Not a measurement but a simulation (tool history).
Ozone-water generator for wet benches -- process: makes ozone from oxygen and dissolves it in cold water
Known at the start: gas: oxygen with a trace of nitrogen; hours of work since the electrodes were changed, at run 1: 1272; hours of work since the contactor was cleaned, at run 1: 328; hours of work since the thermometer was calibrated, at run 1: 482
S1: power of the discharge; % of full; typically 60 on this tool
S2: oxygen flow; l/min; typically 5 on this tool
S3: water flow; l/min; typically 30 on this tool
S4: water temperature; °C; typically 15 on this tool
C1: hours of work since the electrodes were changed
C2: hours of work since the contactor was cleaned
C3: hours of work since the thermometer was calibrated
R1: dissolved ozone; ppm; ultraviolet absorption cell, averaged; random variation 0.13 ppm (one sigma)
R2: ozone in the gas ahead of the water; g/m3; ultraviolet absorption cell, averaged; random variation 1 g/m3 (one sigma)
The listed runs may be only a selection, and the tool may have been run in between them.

run,hour,S1,S2,S3,S4,C1,C2,C3,R1,R2
1,0,60,5,30,15,1272,328,482,14.3,173.2
2,93.7,60,5,30,15,1354,411,564,14.4,171.8
3,169.5,60,5,30,15,1421,477,631,14.2,172
4,261.5,60,5,30,15,1502,558,712,14.1,170.7
5,349.2,60,5,30,15,1580,636,789,14.3,171.7
6,411.2,60,5,30,15,1634,690,844,14.3,171.3
7,465.2,56,5,30,15,1682,738,892,13.7,163.6
8,554.8,56,5,30,15,1761,817,971,13.6,162.6
9,642.7,60,5,30,15,1838,894,1048,14.2,170.8
10,711,60,5,30,15,1898,954,1108,14.3,170.3
# hour 723.8: contactor cleaned
11,774,60,5,30,15,1950,44,1160,14,170.3
12,843.2,60,7.69,30,15,2011,105,1221,14.6,132.4
# hour 880.4: contactor cleaned, once more
13,927.3,60,7.69,30,15,2082,41,1292,14.4,133.3
14,975.3,60,5,30,15,2124,84,1334,14.2,169.2
15,1045.7,60,5,30,15,2186,146,1396,14.1,168.1
16,1130.8,60,5,30,15,2261,221,1471,14.2,169.5
17,1223.1,60,5,30,15,2342,302,1552,14.2,169.7
18,1306.8,60,5,30,15,2416,376,1626,14,168.2
19,1391.4,73,2.96,30,15,2491,450,1701,14.5,258.6
20,1485.9,73,2.96,30,15,2574,533,1784,14.6,253.9
21,1571.4,48,2.96,30,19,2649,609,1859,10.5,195.3
22,1649.2,48,2.96,30,19,2718,677,1928,10.9,194.5
23,1687.9,55,6.48,29,14,2752,711,1962,14,134.8
24,1738.8,60,8.43,30,15,2797,756,2007,14.2,125.2
25,1817.4,60,8.43,30,15,2866,826,2076,14.3,124
26,1892.1,85,5.11,26,19,2932,891,2142,18.9,207.4
27,1976,74,5,34,15,3006,965,2216,14,189.5
28,2066.4,60,6.1,30,8,3085,1045,2295,15,149.6
29,2123.6,60,6.1,28,8,3136,1095,2346,15.9,148
30,2187.9,60,3.26,28,8,3193,1152,2403,14.1,211.6
31,2237.4,74,3.26,30,8,3236,1196,2446,15.4,240.3
32,2313.4,43,3.26,39,21,3303,1263,2513,7.7,170.9

Results per run with the tool's hidden condition removed, run-to-run variation unchanged:
The hidden state here: yield of the discharge, % of new electrodes'; contactor's efficiency, % of a clean one's; true water temperature over the reading, C; drift of the gauge itself on ozone_ppm, %; drift of the gauge itself on gas_g_m3, %.
run,R1,R2
1,14.7,176.6
2,14.8,175.4
3,14.6,175.9
4,14.6,174.8
5,14.8,176
6,14.8,175.8
7,14.2,167.8
8,14.1,167
9,14.7,175.9
10,14.8,175.6
11,14.6,175.8
12,15.3,136.8
13,15,137.9
14,14.8,175.2
15,14.7,174.2
16,14.8,176
17,14.8,176.5
18,14.7,175.1
19,15.3,271.3
20,15.5,266.8
21,11,202.8
22,11.4,202.1
23,14.8,140.9
24,15.1,131.3
25,15.2,130.3
26,20.3,220.8
27,15,201.2
28,16.1,157.7
29,17,156.2
30,15,223.6
31,16.6,256.2
32,8.1,178.5

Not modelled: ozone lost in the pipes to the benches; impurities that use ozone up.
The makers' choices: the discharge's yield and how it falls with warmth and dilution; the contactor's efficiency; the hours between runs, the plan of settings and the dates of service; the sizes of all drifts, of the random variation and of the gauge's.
